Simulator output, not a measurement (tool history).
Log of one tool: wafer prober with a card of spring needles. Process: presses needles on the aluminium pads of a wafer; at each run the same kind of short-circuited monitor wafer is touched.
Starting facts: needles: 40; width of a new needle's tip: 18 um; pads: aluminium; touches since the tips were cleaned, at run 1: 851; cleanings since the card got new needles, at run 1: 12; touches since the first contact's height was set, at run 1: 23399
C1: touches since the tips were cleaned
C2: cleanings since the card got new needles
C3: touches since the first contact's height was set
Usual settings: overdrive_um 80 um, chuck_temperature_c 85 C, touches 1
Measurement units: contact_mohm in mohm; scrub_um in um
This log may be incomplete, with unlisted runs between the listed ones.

Run 1, day 0: usual settings; C1 851; C2 12; C3 23399. Result: contact_mohm 224 mohm, scrub_um 20.75 um.
At day 0.167: tips cleaned on abrasive film.
Run 2, day 0.358: usual settings but overdrive_um 92 um; C1 1071; C2 13; C3 25359. Result: contact_mohm 217 mohm, scrub_um 23.77 um.
At day 0.488: tips cleaned on abrasive film.
At day 0.804: tips cleaned on abrasive film.
Run 3, day 0.854: usual settings but overdrive_um 92 um; C1 264; C2 15; C3 28051. Result: contact_mohm 218 mohm, scrub_um 23.83 um.
At day 1.117: tips cleaned on abrasive film.
Run 4, day 1.204: usual settings but overdrive_um 88 um; C1 487; C2 16; C3 29966. Result: contact_mohm 222 mohm, scrub_um 22.78 um.
At day 1.446: tips cleaned on abrasive film.
Run 5, day 1.45: usual settings but overdrive_um 88 um; C1 26; C2 17; C3 31303. Result: contact_mohm 220 mohm, scrub_um 22.67 um.
At day 1.758: tips cleaned on abrasive film.
Run 6, day 1.888: usual settings but overdrive_um 88 um; C1 719; C2 18; C3 33691. Result: contact_mohm 220 mohm, scrub_um 22.94 um.
At day 2.075: tips cleaned on abrasive film.
Run 7, day 2.188: usual settings; C1 605; C2 19; C3 35323. Result: contact_mohm 223 mohm, scrub_um 20.61 um.
At day 2.375: tips cleaned on abrasive film.
Run 8, day 2.55: usual settings; C1 975; C2 20; C3 37315. Result: contact_mohm 220 mohm, scrub_um 20.74 um.
At day 2.683: tips cleaned on abrasive film.
At day 2.971: tips cleaned on abrasive film.
Run 9, day 3.017: usual settings; C1 236; C2 22; C3 39839. Result: contact_mohm 220 mohm, scrub_um 20.63 um.
At day 3.296: tips cleaned on abrasive film.
Run 10, day 3.412: usual settings but chuck_temperature_c 43 C; C1 632; C2 23; C3 42006. Result: contact_mohm 213 mohm, scrub_um 20.87 um.
At day 3.6: tips cleaned on abrasive film.
Run 11, day 3.692: usual settings but chuck_temperature_c 43 C; C1 506; C2 24; C3 43523. Result: contact_mohm 212 mohm, scrub_um 20.72 um.
At day 3.912: tips cleaned on abrasive film.
Run 12, day 4.096: usual settings but chuck_temperature_c 49 C; C1 1023; C2 25; C3 45750. Result: contact_mohm 212 mohm, scrub_um 20.63 um.
At day 4.225: tips cleaned on abrasive film.
Run 13, day 4.429: usual settings; C1 1116; C2 26; C3 47561. Result: contact_mohm 219 mohm, scrub_um 20.66 um.
At day 4.525: tips cleaned on abrasive film.
Run 14, day 4.788: usual settings; C1 1441; C2 27; C3 49511. Result: contact_mohm 220 mohm, scrub_um 20.42 um.
At day 4.821: tips cleaned on abrasive film.
At day 5.138: tips cleaned on abrasive film.
Run 15, day 5.183: usual settings but touches 2; C1 253; C2 29; C3 51656. Result: contact_mohm 219 mohm, scrub_um 20.48 um.
Run 16, day 5.392: usual settings but touches 2; C1 1421; C2 29; C3 52824. Result: contact_mohm 221 mohm, scrub_um 20.49 um.
At day 5.429: tips cleaned on abrasive film.
Run 17, day 5.662: usual settings but overdrive_um 75 um, chuck_temperature_c 113 C; C1 1307; C2 30; C3 54299. Result: contact_mohm 227 mohm, scrub_um 19.22 um.
At day 5.733: tips cleaned on abrasive film.
At day 6.029: tips cleaned on abrasive film.
Run 18, day 6.1: usual settings but overdrive_um 75 um, chuck_temperature_c 113 C; C1 394; C2 32; C3 56662. Result: contact_mohm 225 mohm, scrub_um 19.17 um.
At day 6.329: tips cleaned on abrasive film.
Run 19, day 6.4: usual settings but overdrive_um 74 um, chuck_temperature_c 90 C, touches 2; C1 393; C2 33; C3 58298. Result: contact_mohm 223 mohm, scrub_um 19.15 um.
Run 20, day 6.604: usual settings but overdrive_um 74 um, chuck_temperature_c 90 C, touches 2; C1 1513; C2 33; C3 59418. Result: contact_mohm 222 mohm, scrub_um 18.96 um.
At day 6.65: tips cleaned on abrasive film.
Run 21, day 6.892: usual settings but overdrive_um 74 um, chuck_temperature_c 28 C; C1 1320; C2 34; C3 60989. Result: contact_mohm 208 mohm, scrub_um 19.06 um.
At day 6.946: tips cleaned on abrasive film.
Run 22, day 7.138: usual settings but overdrive_um 83 um, chuck_temperature_c 95 C; C1 1068; C2 35; C3 62336. Result: contact_mohm 223 mohm, scrub_um 21.24 um.
At day 7.258: tips cleaned on abrasive film.
Run 23, day 7.5: usual settings but overdrive_um 83 um, chuck_temperature_c 95 C; C1 1337; C2 36; C3 64314. Result: contact_mohm 222 mohm, scrub_um 20.94 um.
At day 7.571: tips cleaned on abrasive film.
At day 7.892: tips cleaned on abrasive film.
Run 24, day 7.946: usual settings but overdrive_um 83 um, chuck_temperature_c 95 C; C1 315; C2 38; C3 66739. Result: contact_mohm 225 mohm, scrub_um 21.27 um.
Run 25, day 8.167: usual settings but overdrive_um 84 um, chuck_temperature_c 95 C; C1 1521; C2 38; C3 67945. Result: contact_mohm 220 mohm, scrub_um 21.48 um.
At day 8.2: tips cleaned on abrasive film.
At day 8.521: tips cleaned on abrasive film.
Run 26, day 8.604: usual settings but overdrive_um 84 um, chuck_temperature_c 95 C; C1 480; C2 40; C3 70332. Result: contact_mohm 220 mohm, scrub_um 21.43 um.
At day 8.812: tips cleaned on abrasive film.
Run 27, day 8.967: usual settings but overdrive_um 84 um, chuck_temperature_c 95 C; C1 847; C2 41; C3 72307. Result: contact_mohm 226 mohm, scrub_um 21.48 um.
At day 9.121: tips cleaned on abrasive film.
At day 9.425: tips cleaned on abrasive film.
Run 28, day 9.425: usual settings but overdrive_um 64 um, chuck_temperature_c 27 C, touches 2; C1 0; C2 43; C3 74795. Result: contact_mohm 206 mohm, scrub_um 16.34 um.
At day 9.742: tips cleaned on abrasive film.
Run 29, day 9.871: usual settings but touches 2; C1 719; C2 44; C3 77233. Result: contact_mohm 221 mohm, scrub_um 20.4 um.
At day 10.038: tips cleaned on abrasive film.
Run 30, day 10.142: usual settings but touches 2; C1 579; C2 45; C3 78706. Result: contact_mohm 216 mohm, scrub_um 20.43 um.
At day 10.342: tips cleaned on abrasive film.
Run 31, day 10.496: usual settings but overdrive_um 75 um, chuck_temperature_c 29 C, touches 2; C1 862; C2 46; C3 80654. Result: contact_mohm 207 mohm, scrub_um 19 um.

Each run again, without the hidden state but with its own random variation kept:
Hidden state present: debris on the tips, nm; way that the needles fall short of the set height, um; tips' diameter, um; drift of the gauge itself on contact_mohm, %; drift of the gauge itself on scrub_um, %.
run  scrub_um
  1     20.75
  2     23.79
  3     23.88
  4     22.85
  5     22.75
  6     23.05
  7     20.72
  8     20.86
  9     20.78
 10     21.03
 11      20.9
 12     20.83
 13     20.87
 14     20.65
 15     20.73
 16     20.75
 17     19.48
 18     19.44
 19     19.44
 20     19.26
 21     19.36
 22     21.59
 23     21.32
 24     21.66
 25     21.89
 26     21.87
 27     21.93
 28     16.71
 29     20.88
 30     20.93
 31     19.47
contact_mohm: differs from the measured result by no more than 1 mohm in any run.
